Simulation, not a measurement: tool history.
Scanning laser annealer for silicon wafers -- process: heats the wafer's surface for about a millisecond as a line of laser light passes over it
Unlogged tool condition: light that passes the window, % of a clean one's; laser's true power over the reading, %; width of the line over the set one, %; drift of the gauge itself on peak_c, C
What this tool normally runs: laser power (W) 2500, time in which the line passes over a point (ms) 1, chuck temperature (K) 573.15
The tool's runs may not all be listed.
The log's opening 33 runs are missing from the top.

run,hour,laser power (W),time in which the line passes over a point (ms),chuck temperature (K),hours of work since the window was cleaned,hours of work since the power meter was calibrated,hours of work since the optics were aligned,highest temperature of the surface (K)
34,241.5,2586,1.01,573.15,465,521,553,1424.15
35,247.1,2286,1,586.15,470,525,558,1327.15
36,255,2286,1,586.15,476,531,564,1332.15
37,261.9,2562,1.25,558.15,481,537,570,1502.15
38,268.8,2289,0.91,573.15,487,542,575,1281.15
39,275.4,2289,0.91,573.15,492,548,580,1282.15
40,283.9,2430,0.91,573.15,499,554,587,1327.15
41,292.8,2249,1.22,534.15,506,561,594,1347.15

Consider 4 possible next runs. They are alternatives, not a sequence: every one starts from the tool as it was left by run 41. What does each give?
A,303.4,2740,1.01,574.15,514,570,602,?
B,303.4,2188,0.96,569.15,514,570,602,?
C,303.4,2239,1.22,564.15,514,570,602,?
D,303.4,2249,1.22,583.15,514,570,602,?

run,highest temperature of the surface (K)
A,1481.15
B,1262.15
C,1372.15
D,1392.15
Had the tool no hidden state, the same runs would have come out as:
run,highest temperature of the surface (K)
A,1482.15
B,1263.15
C,1372.15
D,1393.15

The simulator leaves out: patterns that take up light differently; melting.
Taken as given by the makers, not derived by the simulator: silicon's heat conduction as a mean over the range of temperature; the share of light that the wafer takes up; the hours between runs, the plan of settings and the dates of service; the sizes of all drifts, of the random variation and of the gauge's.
